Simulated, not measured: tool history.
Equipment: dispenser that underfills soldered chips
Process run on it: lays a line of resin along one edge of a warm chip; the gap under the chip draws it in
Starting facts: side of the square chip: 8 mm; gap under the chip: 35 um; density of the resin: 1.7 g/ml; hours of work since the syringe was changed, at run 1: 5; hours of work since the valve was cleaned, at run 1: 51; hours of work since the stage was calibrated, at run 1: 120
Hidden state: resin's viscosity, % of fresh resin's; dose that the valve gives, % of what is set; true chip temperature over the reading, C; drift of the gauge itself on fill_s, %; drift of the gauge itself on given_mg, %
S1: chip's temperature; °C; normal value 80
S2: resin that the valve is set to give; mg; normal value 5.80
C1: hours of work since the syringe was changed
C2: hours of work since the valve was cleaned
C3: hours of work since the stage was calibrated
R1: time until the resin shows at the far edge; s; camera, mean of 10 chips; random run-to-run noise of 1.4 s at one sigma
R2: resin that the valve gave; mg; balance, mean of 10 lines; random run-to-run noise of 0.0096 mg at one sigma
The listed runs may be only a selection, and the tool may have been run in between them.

run 1 hour=0.0 | S1=80 S2=5.80 | C1=5 C2=51 C3=120 | R1=186.9 R2=5.711
-- hour=7.4 new syringe of resin
run 2 hour=10.0 | S1=80 S2=5.80 | C1=2 C2=59 C3=127 | R1=158.6 R2=5.691
-- hour=20.6 new syringe of resin
run 3 hour=23.4 | S1=80 S2=5.80 | C1=2 C2=69 C3=137 | R1=158.1 R2=5.658
-- hour=33.8 new syringe of resin
-- hour=36.1 dispensing valve cleaned and set on the balance
run 4 hour=38.6 | S1=80 S2=5.80 | C1=3 C2=2 C3=148 | R1=171.6 R2=5.794
-- hour=47.5 new syringe of resin
run 5 hour=52.4 | S1=74 S2=5.80 | C1=4 C2=12 C3=158 | R1=240.2 R2=5.796
-- hour=60.6 new syringe of resin
run 6 hour=65.5 | S1=80 S2=6.44 | C1=4 C2=22 C3=168 | R1=175.3 R2=6.399
run 7 hour=71.3 | S1=80 S2=6.44 | C1=8 C2=27 C3=173 | R1=233.3 R2=6.377
-- hour=73.5 new syringe of resin
run 8 hour=80.7 | S1=80 S2=5.80 | C1=6 C2=34 C3=180 | R1=194.9 R2=5.739
-- hour=86.0 new syringe of resin
run 9 hour=88.5 | S1=80 S2=5.80 | C1=2 C2=40 C3=186 | R1=160.9 R2=5.711
-- hour=98.7 new syringe of resin
run 10 hour=102.1 | S1=80 S2=5.80 | C1=3 C2=50 C3=196 | R1=167.5 R2=5.704
-- hour=111.9 new syringe of resin
run 11 hour=112.2 | S1=80 S2=5.80 | C1=0 C2=57 C3=203 | R1=146.3 R2=5.697
run 12 hour=123.5 | S1=88 S2=5.80 | C1=9 C2=66 C3=212 | R1=175.7 R2=5.674
-- hour=124.6 new syringe of resin
run 13 hour=134.5 | S1=88 S2=5.80 | C1=8 C2=74 C3=220 | R1=161.2 R2=5.679
-- hour=137.8 new syringe of resin
-- hour=139.8 dispensing valve cleaned and set on the balance
run 14 hour=146.4 | S1=88 S2=5.80 | C1=6 C2=5 C3=229 | R1=141.7 R2=5.791
-- hour=152.1 new syringe of resin
run 15 hour=160.0 | S1=88 S2=5.80 | C1=6 C2=15 C3=239 | R1=148.5 R2=5.766
-- hour=164.7 new syringe of resin
run 16 hour=168.2 | S1=80 S2=5.80 | C1=3 C2=21 C3=245 | R1=167.1 R2=5.782
-- hour=177.8 new syringe of resin
run 17 hour=178.3 | S1=80 S2=5.80 | C1=0 C2=29 C3=253 | R1=146.9 R2=5.761
run 18 hour=187.1 | S1=80 S2=5.80 | C1=7 C2=36 C3=259 | R1=226.7 R2=5.743
-- hour=190.3 new syringe of resin
run 19 hour=197.8 | S1=80 S2=5.80 | C1=6 C2=44 C3=267 | R1=205.6 R2=5.747
-- hour=202.8 new syringe of resin
run 20 hour=205.2 | S1=80 S2=5.80 | C1=2 C2=49 C3=273 | R1=161.1 R2=5.718
-- hour=216.0 new syringe of resin
run 21 hour=217.6 | S1=95 S2=7.40 | C1=1 C2=59 C3=282 | R1=80.6 R2=7.257
-- hour=228.9 new syringe of resin
run 22 hour=228.9 | S1=86 S2=4.92 | C1=0 C2=67 C3=291 | R1=115.0 R2=4.836
run 23 hour=241.0 | S1=77 S2=4.92 | C1=9 C2=76 C3=300 | R1=307.8 R2=4.812
-- hour=242.0 new syringe of resin
-- hour=244.0 dispensing valve cleaned and set on the balance
-- hour=255.6 new syringe of resin
run 24 hour=256.2 | S1=77 S2=4.92 | C1=0 C2=9 C3=311 | R1=178.1 R2=4.902
run 25 hour=266.8 | S1=69 S2=4.92 | C1=9 C2=17 C3=319 | R1=439.6 R2=4.900
-- hour=268.0 new syringe of resin
run 26 hour=278.6 | S1=84 S2=5.91 | C1=8 C2=26 C3=328 | R1=201.5 R2=5.836
-- hour=280.9 new syringe of resin
run 27 hour=292.5 | S1=83 S2=5.64 | C1=9 C2=37 C3=338 | R1=227.0 R2=5.564
-- hour=293.6 new syringe of resin
run 28 hour=299.1 | S1=83 S2=5.64 | C1=4 C2=42 C3=343 | R1=167.5 R2=5.562
run 29 hour=305.0 | S1=88 S2=7.27 | C1=9 C2=46 C3=348 | R1=174.3 R2=7.150
-- hour=306.0 new syringe of resin
run 30 hour=315.7 | S1=76 S2=7.12 | C1=7 C2=54 C3=356 | R1=273.9 R2=6.983
-- hour=318.5 new syringe of resin
run 31 hour=321.7 | S1=81 S2=6.98 | C1=2 C2=59 C3=360 | R1=163.4 R2=6.847
-- hour=331.8 new syringe of resin
run 32 hour=335.1 | S1=85 S2=5.80 | C1=3 C2=69 C3=370 | R1=137.3 R2=5.650
-- hour=345.0 new syringe of resin
run 33 hour=346.7 | S1=94 S2=5.54 | C1=1 C2=77 C3=379 | R1=88.7 R2=5.389

Forecast each of these 3 alternatives for the next run:
-- hour=348.3 dispensing valve cleaned and set on the balance
run A hour=354.4 | S1=79 S2=6.38 | C1=6 C2=5 C3=384 | R1=? R2=?
-- hour=348.3 dispensing valve cleaned and set on the balance
run B hour=354.4 | S1=91 S2=5.99 | C1=6 C2=5 C3=384 | R1=? R2=?
-- hour=348.3 dispensing valve cleaned and set on the balance
run C hour=354.4 | S1=80 S2=5.83 | C1=6 C2=5 C3=384 | R1=? R2=?

run=A R1=234.6 R2=6.368
run=B R1=137.0 R2=5.979
run=C R1=225.1 R2=5.818
With no hidden state in the tool, these same runs would have given:
run=A R1=139.4 R2=6.380
run=B R1=81.8 R2=5.990
run=C R1=133.6 R2=5.829
